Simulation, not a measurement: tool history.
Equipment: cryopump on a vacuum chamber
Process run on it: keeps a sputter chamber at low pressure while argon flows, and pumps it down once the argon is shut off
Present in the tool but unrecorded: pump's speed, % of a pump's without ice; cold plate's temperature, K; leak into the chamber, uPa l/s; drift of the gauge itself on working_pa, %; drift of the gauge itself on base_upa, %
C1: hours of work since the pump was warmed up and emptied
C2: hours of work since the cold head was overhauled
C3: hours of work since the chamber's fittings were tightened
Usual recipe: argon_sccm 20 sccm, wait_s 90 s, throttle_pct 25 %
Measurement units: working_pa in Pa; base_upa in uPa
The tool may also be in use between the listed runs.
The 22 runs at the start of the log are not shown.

run 23 day=55.108 | argon_sccm=20 wait_s=44 throttle_pct=19 | C1=174 C2=2339 C3=2801 | working_pa=0.0774 base_upa=1.51
run 24 day=58.021 | argon_sccm=11 wait_s=90 throttle_pct=55 | C1=234 C2=2399 C3=2861 | working_pa=0.0157 base_upa=1.01
run 25 day=60.179 | argon_sccm=20 wait_s=87 throttle_pct=25 | C1=279 C2=2443 C3=2905 | working_pa=0.0612 base_upa=0.94
run 26 day=63.421 | argon_sccm=20 wait_s=87 throttle_pct=25 | C1=345 C2=2510 C3=2972 | working_pa=0.0624 base_upa=1.06
run 27 day=65.292 | argon_sccm=10 wait_s=32 throttle_pct=17 | C1=384 C2=2548 C3=3011 | working_pa=0.0451 base_upa=1.95
run 28 day=68.767 | argon_sccm=10 wait_s=32 throttle_pct=17 | C1=455 C2=2620 C3=3082 | working_pa=0.0451 base_upa=1.97
run 29 day=70.808 | argon_sccm=18 wait_s=65 throttle_pct=58 | C1=497 C2=2662 C3=3124 | working_pa=0.0280 base_upa=1.33
run 30 day=73.700 | argon_sccm=22 wait_s=27 throttle_pct=58 | C1=557 C2=2721 C3=3183 | working_pa=0.0344 base_upa=2.26
run 31 day=75.983 | argon_sccm=22 wait_s=27 throttle_pct=58 | C1=604 C2=2768 C3=3230 | working_pa=0.0347 base_upa=2.36
run 32 day=77.983 | argon_sccm=22 wait_s=27 throttle_pct=58 | C1=645 C2=2809 C3=3271 | working_pa=0.0359 base_upa=2.36
run 33 day=80.475 | argon_sccm=22 wait_s=27 throttle_pct=58 | C1=696 C2=2861 C3=3323 | working_pa=0.0366 base_upa=2.38
-- day=80.838 pump warmed up, emptied and cooled again
run 34 day=84.088 | argon_sccm=30 wait_s=46 throttle_pct=25 | C1=67 C2=2931 C3=3393 | working_pa=0.0875 base_upa=1.47
-- day=85.408 leaking fittings of the chamber tightened, without venting
run 35 day=87.596 | argon_sccm=30 wait_s=46 throttle_pct=25 | C1=137 C2=3001 C3=45 | working_pa=0.0889 base_upa=1.05

Alternative continuations, all from the tool just after run 35; predict every row:
run A day=90.683 | argon_sccm=20 wait_s=61 throttle_pct=55 | C1=201 C2=3065 C3=109 | working_pa=? base_upa=?
run B day=90.683 | argon_sccm=10 wait_s=21 throttle_pct=19 | C1=201 C2=3065 C3=109 | working_pa=? base_upa=?
run C day=90.683 | argon_sccm=15 wait_s=34 throttle_pct=16 | C1=201 C2=3065 C3=109 | working_pa=? base_upa=?

run=A working_pa=0.0280 base_upa=0.86
run=B working_pa=0.0387 base_upa=2.26
run=C working_pa=0.0697 base_upa=1.49
Had the tool no hidden state, the same runs would have come out as:
run=A working_pa=0.0261 base_upa=0.82
run=B working_pa=0.0377 base_upa=2.22
run=C working_pa=0.0683 base_upa=1.45
